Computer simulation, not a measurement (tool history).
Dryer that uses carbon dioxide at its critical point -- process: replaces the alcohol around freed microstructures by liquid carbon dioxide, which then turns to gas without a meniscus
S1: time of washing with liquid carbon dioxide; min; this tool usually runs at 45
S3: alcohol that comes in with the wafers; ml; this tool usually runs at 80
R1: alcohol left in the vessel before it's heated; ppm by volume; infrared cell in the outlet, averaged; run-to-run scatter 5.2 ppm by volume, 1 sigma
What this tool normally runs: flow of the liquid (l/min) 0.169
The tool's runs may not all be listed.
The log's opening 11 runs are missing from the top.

Run 12, day 9.846: usual settings but S3 54 ml. Result: R1 296 ppm by volume.
Run 13, day 10.688: usual settings. Result: R1 411 ppm by volume.
Run 14, day 11.296: usual settings. Result: R1 415 ppm by volume.
Run 15, day 11.871: usual settings. Result: R1 422 ppm by volume.
Run 16, day 12.458: usual settings. Result: R1 448 ppm by volume.
At day 12.967: inlet filter changed.
Run 17, day 13.567: usual settings. Result: R1 219 ppm by volume.
Run 18, day 14.221: usual settings. Result: R1 228 ppm by volume.
Run 19, day 15.258: usual settings but flow of the liquid (l/min) 0.210, S3 67 ml. Result: R1 142 ppm by volume.
Run 20, day 15.892: usual settings but S3 81 ml. Result: R1 233 ppm by volume.
Run 21, day 16.708: usual settings but S3 81 ml. Result: R1 253 ppm by volume.
At day 17.083: purifier's bed changed.
Run 22, day 17.912: usual settings but S1 28 min, flow of the liquid (l/min) 0.267, S3 41 ml. Result: R1 71 ppm by volume.
Run 23, day 18.662: usual settings but flow of the liquid (l/min) 0.111. Result: R1 1323 ppm by volume.
Run 24, day 19.733: usual settings but flow of the liquid (l/min) 0.111. Result: R1 1417 ppm by volume.
Run 25, day 20.833: usual settings but S1 54 min, flow of the liquid (l/min) 0.239, S3 47 ml. Result: R1 12 ppm by volume.
Run 26, day 21.475: usual settings but S1 54 min, flow of the liquid (l/min) 0.249, S3 89 ml. Result: R1 13 ppm by volume.
Run 27, day 22.375: usual settings but S1 54 min, flow of the liquid (l/min) 0.150, S3 21 ml. Result: R1 47 ppm by volume.
Run 28, day 23.150: usual settings but S1 39 min, flow of the liquid (l/min) 0.130, S3 119 ml. Result: R1 2123 ppm by volume.
Run 29, day 23.862: usual settings but S1 39 min, flow of the liquid (l/min) 0.223, S3 55 ml. Result: R1 71 ppm by volume.
Run 30, day 25.058: usual settings but S1 44 min, flow of the liquid (l/min) 0.127, S3 20 ml. Result: R1 259 ppm by volume.
Run 31, day 25.808: usual settings but S1 44 min, flow of the liquid (l/min) 0.127, S3 20 ml. Result: R1 277 ppm by volume.
Run 32, day 26.521: usual settings but S1 35 min, flow of the liquid (l/min) 0.123, S3 25 ml. Result: R1 929 ppm by volume.
Run 33, day 27.358: usual settings but S1 66 min, flow of the liquid (l/min) 0.160, S3 106 ml. Result: R1 53 ppm by volume.
Run 34, day 28.112: usual settings but S1 66 min, flow of the liquid (l/min) 0.160, S3 106 ml. Result: R1 48 ppm by volume.
Run 35, day 28.712: usual settings but S1 66 min, flow of the liquid (l/min) 0.160, S3 106 ml. Result: R1 55 ppm by volume.

4 options for the next run, each taken on its own from the tool as it stands now. Forecast them:
Run A, day 29.758: usual settings but S1 31 min, flow of the liquid (l/min) 0.160, S3 106 ml. Result: R1 ?.
Run B, day 29.758: usual settings but S1 66 min, flow of the liquid (l/min) 0.122, S3 106 ml. Result: R1 ?.
Run C, day 29.758: usual settings but S1 43 min, flow of the liquid (l/min) 0.134, S3 56 ml. Result: R1 ?.
Run D, day 29.758: usual settings but S1 37 min, S3 62 ml. Result: R1 ?.

run    R1
  A  2309
  B   269
  C   730
  D   516
With no hidden state in the tool, these same runs would have given:
run    R1
  A  1406
  B   117
  C   410
  D   267
